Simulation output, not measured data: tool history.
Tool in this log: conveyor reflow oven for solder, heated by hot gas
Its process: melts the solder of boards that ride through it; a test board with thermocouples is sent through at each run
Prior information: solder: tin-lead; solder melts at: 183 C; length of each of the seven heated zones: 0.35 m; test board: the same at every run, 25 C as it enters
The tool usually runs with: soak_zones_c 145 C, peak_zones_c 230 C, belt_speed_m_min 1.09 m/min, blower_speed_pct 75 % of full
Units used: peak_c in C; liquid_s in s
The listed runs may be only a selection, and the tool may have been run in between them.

run	day	soak_zones_c	peak_zones_c	belt_speed_m_min	blower_speed_pct	peak_c	liquid_s
1	0.000	145	230	1.09	75	209.0	26.01
2	0.450	145	230	1.09	75	209.0	26.18
3	0.775	145	230	1.09	75	209.1	26.12
4	1.496	145	230	1.09	75	208.9	25.92
5	2.033	145	230	1.09	75	209.1	26.05
6	2.475	145	230	1.09	75	209.2	25.99
7	2.896	158	230	1.09	75	212.1	30.70
8	3.483	158	230	1.09	75	212.4	30.80
9	3.825	158	230	1.09	75	211.9	30.64
10	4.308	158	230	1.09	75	212.3	30.60
11	5.054	158	230	1.09	75	211.9	30.64
12	5.575	158	230	1.09	75	211.9	30.70
13	6.292	158	230	1.09	75	212.3	30.59
14	6.879	158	218	1.09	75	202.6	25.63
15	7.242	131	230	1.09	75	205.4	21.38
16	7.992	145	235	0.89	75	219.5	38.10
17	8.492	145	236	1.00	75	216.4	32.50
18	9.175	143	239	1.15	75	213.3	26.00
19	9.583	143	228	1.29	62	196.3	13.41
20	10.342	140	243	1.09	72	217.2	28.53
21	11.092	140	243	1.09	72	217.1	28.72
22	11.658	140	237	1.09	80	214.5	27.75

Run 23, settings as shown, results not yet in. Your forecast:
23	12.338	149	244	1.09	85	?	?

For run 23 the tool returned peak_c 222.9 C, liquid_s 32.96 s.
If the tool had no hidden condition, the same run with the same run-to-run variation would have returned peak_c 223.2 C, liquid_s 32.64 s.
